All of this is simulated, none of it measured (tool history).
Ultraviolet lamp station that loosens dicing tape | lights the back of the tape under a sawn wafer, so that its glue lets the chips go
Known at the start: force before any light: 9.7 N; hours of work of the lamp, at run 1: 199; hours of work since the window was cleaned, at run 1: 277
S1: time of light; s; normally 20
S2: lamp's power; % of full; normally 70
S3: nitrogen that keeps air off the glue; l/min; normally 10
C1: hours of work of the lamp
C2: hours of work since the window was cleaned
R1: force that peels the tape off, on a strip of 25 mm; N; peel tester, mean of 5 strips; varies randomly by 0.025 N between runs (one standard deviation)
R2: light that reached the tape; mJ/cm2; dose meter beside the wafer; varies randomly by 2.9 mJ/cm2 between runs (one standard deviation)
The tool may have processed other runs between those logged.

run	hour	S1	S2	S3	C1	C2	R1	R2
1	0.0	20	70	10	199	277	1.606	365
2	5.8	20	70	10	201	279	1.619	373
3	15.3	20	70	10	206	284	1.598	366
4	20.7	20	70	10	208	286	1.600	362
5	29.5	20	70	10	212	290	1.660	360
6	36.9	20	70	10	215	293	1.648	358
7	47.3	20	77	10	220	298	1.434	397
8	52.2	20	68	10	222	300	1.757	348
9	57.5	20	68	10	224	302	1.696	353
10	67.2	20	68	10	229	307	1.754	351
11	73.8	20	94	10	231	310	0.972	481
12	79.7	20	71	10	234	312	1.581	363
13	90.0	20	70	5	239	317	2.581	360
14	98.7	20	85	12	243	321	1.038	430
15	107.5	19	76	10	246	324	1.625	363
16	113.0	10	86	10	249	327	3.304	213
17	122.7	10	64	19	253	331	3.527	161
18	129.4	35	70	10	256	334	0.536	613
19	140.3	37	97	10	261	339	0.243	896
20	148.5	15	86	10	265	343	1.900	324
21	159.8	13	72	10	270	348	3.108	233
22	170.5	20	70	7	274	352	2.156	350
23	181.1	20	70	8	279	357	1.981	352
# hour 187.0: window cleaned of glue's vapour
24	190.8	20	70	8	283	2	1.806	367
25	196.8	26	63	6	286	4	1.716	433

Consider 5 possible next runs. They are alternatives, not a sequence: every one starts from the tool as it was left by run 25. What does each give?
A	203.9	24	63	6	289	8	?	?
B	203.9	26	63	10	289	8	?	?
C	203.9	36	70	4	289	8	?	?
D	203.9	26	76	6	289	8	?	?
E	203.9	15	99	16	289	8	?	?

run	R1	R2
A	1.904	396
B	1.239	431
C	1.144	658
D	1.240	519
E	1.068	388
With the hidden condition removed and each run's random variation left untouched, the same runs would have given:
run	R1	R2
A	1.483	462
B	0.908	502
C	0.833	767
D	0.910	605
E	0.773	453
